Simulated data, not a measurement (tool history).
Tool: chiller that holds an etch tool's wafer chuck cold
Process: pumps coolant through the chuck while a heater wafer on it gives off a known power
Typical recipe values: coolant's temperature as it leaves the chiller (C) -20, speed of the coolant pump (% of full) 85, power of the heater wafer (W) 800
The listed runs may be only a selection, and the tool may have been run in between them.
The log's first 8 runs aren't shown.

| run | hour | coolant's temperature as it leaves the chiller (C) | speed of the coolant pump (% of full) | power of the heater wafer (W) | chuck's temperature once it has settled (C) | how much warmer the coolant comes back (C) |
|---|---|---|---|---|---|---|
| 9 | 234.9 | -26 | 85 | 516 | -20.9 | 1.91 |
| 10 | 270.6 | -26 | 85 | 516 | -21 | 1.93 |
| 11 | 319.3 | -26 | 85 | 516 | -20.9 | 1.95 |
| 12 | 347.1 | -26 | 85 | 516 | -21 | 1.94 |
| 13 | 395 | -20 | 85 | 800 | -12.1 | 2.95 |
| 14 | 447 | -20 | 85 | 800 | -12 | 3 |
| 15 | 481.6 | -20 | 85 | 800 | -12.1 | 3 |
| 16 | 524 | -20 | 85 | 800 | -12.2 | 3.04 |
| 17 | 572.9 | -20 | 85 | 800 | -12 | 3.06 |
| 18 | 595.3 | -25 | 85 | 632 | -18.7 | 2.54 |
| 19 | 633.8 | -20 | 96 | 694 | -13.6 | 2.45 |
| 20 | 655.2 | -20 | 93 | 890 | -11.6 | 3.09 |
| 21 | 684 | -20 | 93 | 890 | -11.6 | 3.18 |
|  | 720.6 | gauge calibrated |
| 22 | 731.3 | -30 | 85 | 715 | -22.9 | 2.48 |
| 23 | 777.8 | -30 | 85 | 715 | -22.8 | 2.59 |
| 24 | 820.4 | -30 | 85 | 715 | -23 | 2.56 |
| 25 | 855.2 | -30 | 85 | 792 | -22.3 | 2.86 |
| 26 | 885.6 | -30 | 85 | 792 | -22.3 | 2.82 |
| 27 | 930.1 | -30 | 85 | 792 | -22.3 | 2.87 |
| 28 | 981.9 | -22 | 67 | 1057 | -10.1 | 4.91 |
| 29 | 1003.6 | -22 | 67 | 1057 | -10.1 | 4.89 |
| 30 | 1029 | -22 | 67 | 1057 | -10 | 4.91 |

5 options for the next run, each taken on its own from the tool as it stands now. Forecast them:
| A | 1056.3 | -23 | 82 | 681 | ? | ? |
| B | 1056.3 | -21 | 85 | 800 | ? | ? |
| C | 1056.3 | -15 | 69 | 800 | ? | ? |
| D | 1056.3 | -20 | 85 | 467 | ? | ? |
| E | 1056.3 | -15 | 67 | 886 | ? | ? |

| run | chuck's temperature once it has settled (C) | how much warmer the coolant comes back (C) |
|---|---|---|
| A | -16.3 | 2.67 |
| B | -13.1 | 2.95 |
| C | -6.1 | 3.62 |
| D | -15.4 | 1.79 |
| E | -4.9 | 4.12 |
Take away the tool's hidden state, keep each run's random variation, and the runs would have read:
| run | chuck's temperature once it has settled (C) | how much warmer the coolant comes back (C) |
|---|---|---|
| A | -16.3 | 2.52 |
| B | -13.1 | 2.81 |
| C | -6.1 | 3.47 |
| D | -15.4 | 1.64 |
| E | -5 | 3.97 |
